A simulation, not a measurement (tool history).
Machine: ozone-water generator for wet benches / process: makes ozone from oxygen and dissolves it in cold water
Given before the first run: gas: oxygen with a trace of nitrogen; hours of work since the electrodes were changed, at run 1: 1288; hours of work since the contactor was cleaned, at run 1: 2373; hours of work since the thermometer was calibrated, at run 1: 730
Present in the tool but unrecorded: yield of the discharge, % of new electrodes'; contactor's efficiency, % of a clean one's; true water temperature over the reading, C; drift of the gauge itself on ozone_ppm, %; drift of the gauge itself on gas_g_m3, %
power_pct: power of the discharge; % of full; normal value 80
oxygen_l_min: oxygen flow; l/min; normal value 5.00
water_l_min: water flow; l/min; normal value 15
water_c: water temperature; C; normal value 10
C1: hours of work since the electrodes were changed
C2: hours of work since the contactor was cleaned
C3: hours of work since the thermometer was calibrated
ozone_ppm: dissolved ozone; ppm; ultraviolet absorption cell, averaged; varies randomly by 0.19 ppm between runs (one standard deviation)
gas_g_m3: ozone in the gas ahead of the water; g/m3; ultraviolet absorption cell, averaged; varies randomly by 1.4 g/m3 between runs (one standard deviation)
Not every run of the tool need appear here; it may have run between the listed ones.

{"run": 1, "hour": 0.0, "power_pct": 80, "oxygen_l_min": 5.0, "water_l_min": 15, "water_c": 10, "C1": 1288, "C2": 2373, "C3": 730, "ozone_ppm": 24.6, "gas_g_m3": 251.5}
{"run": 2, "hour": 53.4, "power_pct": 80, "oxygen_l_min": 5.0, "water_l_min": 17, "water_c": 10, "C1": 1331, "C2": 2415, "C3": 772, "ozone_ppm": 21.5, "gas_g_m3": 252.9}
{"run": 3, "hour": 105.0, "power_pct": 44, "oxygen_l_min": 5.0, "water_l_min": 17, "water_c": 10, "C1": 1372, "C2": 2456, "C3": 814, "ozone_ppm": 13.4, "gas_g_m3": 155.1}
{"run": 4, "hour": 148.9, "power_pct": 44, "oxygen_l_min": 5.0, "water_l_min": 17, "water_c": 10, "C1": 1407, "C2": 2491, "C3": 848, "ozone_ppm": 13.2, "gas_g_m3": 155.1}
{"run": 5, "hour": 186.8, "power_pct": 80, "oxygen_l_min": 5.0, "water_l_min": 15, "water_c": 7, "C1": 1437, "C2": 2521, "C3": 878, "ozone_ppm": 25.8, "gas_g_m3": 251.8}
{"run": 6, "hour": 219.0, "power_pct": 80, "oxygen_l_min": 5.0, "water_l_min": 15, "water_c": 7, "C1": 1462, "C2": 2547, "C3": 904, "ozone_ppm": 25.6, "gas_g_m3": 247.4}
{"run": 7, "hour": 280.9, "power_pct": 80, "oxygen_l_min": 5.0, "water_l_min": 15, "water_c": 10, "C1": 1512, "C2": 2596, "C3": 953, "ozone_ppm": 24.4, "gas_g_m3": 253.2}
{"run": 8, "hour": 356.3, "power_pct": 80, "oxygen_l_min": 5.0, "water_l_min": 15, "water_c": 10, "C1": 1571, "C2": 2656, "C3": 1013, "ozone_ppm": 24.4, "gas_g_m3": 250.8}
{"run": 9, "hour": 433.5, "power_pct": 80, "oxygen_l_min": 5.0, "water_l_min": 15, "water_c": 10, "C1": 1633, "C2": 2717, "C3": 1074, "ozone_ppm": 24.6, "gas_g_m3": 250.7}
{"run": 10, "hour": 486.2, "power_pct": 80, "oxygen_l_min": 5.0, "water_l_min": 15, "water_c": 10, "C1": 1675, "C2": 2759, "C3": 1116, "ozone_ppm": 24.6, "gas_g_m3": 254.0}
{"run": 11, "hour": 531.0, "power_pct": 80, "oxygen_l_min": 5.0, "water_l_min": 15, "water_c": 10, "C1": 1710, "C2": 2794, "C3": 1152, "ozone_ppm": 24.2, "gas_g_m3": 249.1}
{"run": 12, "hour": 579.5, "power_pct": 80, "oxygen_l_min": 5.0, "water_l_min": 15, "water_c": 10, "C1": 1749, "C2": 2833, "C3": 1190, "ozone_ppm": 24.5, "gas_g_m3": 251.4}
{"run": 13, "hour": 618.0, "power_pct": 80, "oxygen_l_min": 5.0, "water_l_min": 15, "water_c": 10, "C1": 1779, "C2": 2864, "C3": 1221, "ozone_ppm": 24.3, "gas_g_m3": 247.3}
{"run": 14, "hour": 675.8, "power_pct": 80, "oxygen_l_min": 5.0, "water_l_min": 15, "water_c": 10, "C1": 1825, "C2": 2910, "C3": 1267, "ozone_ppm": 24.6, "gas_g_m3": 251.0}
{"run": 15, "hour": 718.9, "power_pct": 80, "oxygen_l_min": 5.0, "water_l_min": 15, "water_c": 10, "C1": 1859, "C2": 2944, "C3": 1301, "ozone_ppm": 24.1, "gas_g_m3": 249.7}
{"run": 16, "hour": 791.1, "power_pct": 47, "oxygen_l_min": 8.56, "water_l_min": 21, "water_c": 17, "C1": 1917, "C2": 3001, "C3": 1358, "ozone_ppm": 9.8, "gas_g_m3": 121.5}
{"run": 17, "hour": 841.1, "power_pct": 47, "oxygen_l_min": 3.83, "water_l_min": 21, "water_c": 16, "C1": 1956, "C2": 3041, "C3": 1398, "ozone_ppm": 9.9, "gas_g_m3": 184.9}
{"run": 18, "hour": 873.1, "power_pct": 47, "oxygen_l_min": 3.83, "water_l_min": 21, "water_c": 16, "C1": 1982, "C2": 3066, "C3": 1424, "ozone_ppm": 9.8, "gas_g_m3": 187.2}
{"run": 19, "hour": 924.5, "power_pct": 80, "oxygen_l_min": 3.83, "water_l_min": 13, "water_c": 16, "C1": 2023, "C2": 3107, "C3": 1464, "ozone_ppm": 25.7, "gas_g_m3": 285.2}
{"run": 20, "hour": 997.2, "power_pct": 54, "oxygen_l_min": 6.78, "water_l_min": 13, "water_c": 16, "C1": 2080, "C2": 3165, "C3": 1522, "ozone_ppm": 17.9, "gas_g_m3": 154.0}
{"run": 21, "hour": 1062.3, "power_pct": 80, "oxygen_l_min": 6.23, "water_l_min": 15, "water_c": 6, "C1": 2132, "C2": 3216, "C3": 1574, "ozone_ppm": 25.9, "gas_g_m3": 220.3}
{"run": 22, "hour": 1129.0, "power_pct": 80, "oxygen_l_min": 3.98, "water_l_min": 9, "water_c": 15, "C1": 2185, "C2": 3269, "C3": 1627, "ozone_ppm": 36.8, "gas_g_m3": 277.3}
{"run": 23, "hour": 1201.7, "power_pct": 51, "oxygen_l_min": 3.98, "water_l_min": 15, "water_c": 15, "C1": 2243, "C2": 3327, "C3": 1685, "ozone_ppm": 15.6, "gas_g_m3": 194.5}
{"run": 24, "hour": 1242.0, "power_pct": 51, "oxygen_l_min": 4.0, "water_l_min": 10, "water_c": 15, "C1": 2275, "C2": 3359, "C3": 1717, "ozone_ppm": 23.5, "gas_g_m3": 194.1}
{"run": 25, "hour": 1315.2, "power_pct": 63, "oxygen_l_min": 4.0, "water_l_min": 10, "water_c": 15, "C1": 2333, "C2": 3417, "C3": 1775, "ozone_ppm": 27.5, "gas_g_m3": 229.7}
{"run": 26, "hour": 1386.6, "power_pct": 56, "oxygen_l_min": 3.57, "water_l_min": 16, "water_c": 10, "C1": 2390, "C2": 3474, "C3": 1831, "ozone_ppm": 16.1, "gas_g_m3": 222.7}
{"run": 27, "hour": 1444.2, "power_pct": 80, "oxygen_l_min": 5.0, "water_l_min": 15, "water_c": 11, "C1": 2435, "C2": 3520, "C3": 1877, "ozone_ppm": 23.3, "gas_g_m3": 247.4}
{"run": 28, "hour": 1507.7, "power_pct": 46, "oxygen_l_min": 7.96, "water_l_min": 13, "water_c": 17, "C1": 2486, "C2": 3570, "C3": 1928, "ozone_ppm": 15.0, "gas_g_m3": 125.3}
{"run": 29, "hour": 1566.6, "power_pct": 46, "oxygen_l_min": 7.96, "water_l_min": 12, "water_c": 13, "C1": 2533, "C2": 3617, "C3": 1974, "ozone_ppm": 17.6, "gas_g_m3": 124.2}

What if the next run were any one of these 3? Each begins from the tool's condition after run 29:
{"run": "A", "hour": 1608.3, "power_pct": 73, "oxygen_l_min": 5.0, "water_l_min": 19, "water_c": 8, "C1": 2566, "C2": 3650, "C3": 2008, "ozone_ppm": "?", "gas_g_m3": "?"}
{"run": "B", "hour": 1608.3, "power_pct": 46, "oxygen_l_min": 7.96, "water_l_min": 11, "water_c": 15, "C1": 2566, "C2": 3650, "C3": 2008, "ozone_ppm": "?", "gas_g_m3": "?"}
{"run": "C", "hour": 1608.3, "power_pct": 46, "oxygen_l_min": 3.95, "water_l_min": 16, "water_c": 13, "C1": 2566, "C2": 3650, "C3": 2008, "ozone_ppm": "?", "gas_g_m3": "?"}

run=A ozone_ppm=17.4 gas_g_m3=228.1
run=B ozone_ppm=18.0 gas_g_m3=123.6
run=C ozone_ppm=13.3 gas_g_m3=178.3
Stripped of hidden state, with their random variation kept, the same runs would have yielded:
run=A ozone_ppm=19.4 gas_g_m3=238.9
run=B ozone_ppm=19.5 gas_g_m3=127.3
run=C ozone_ppm=14.5 gas_g_m3=183.7
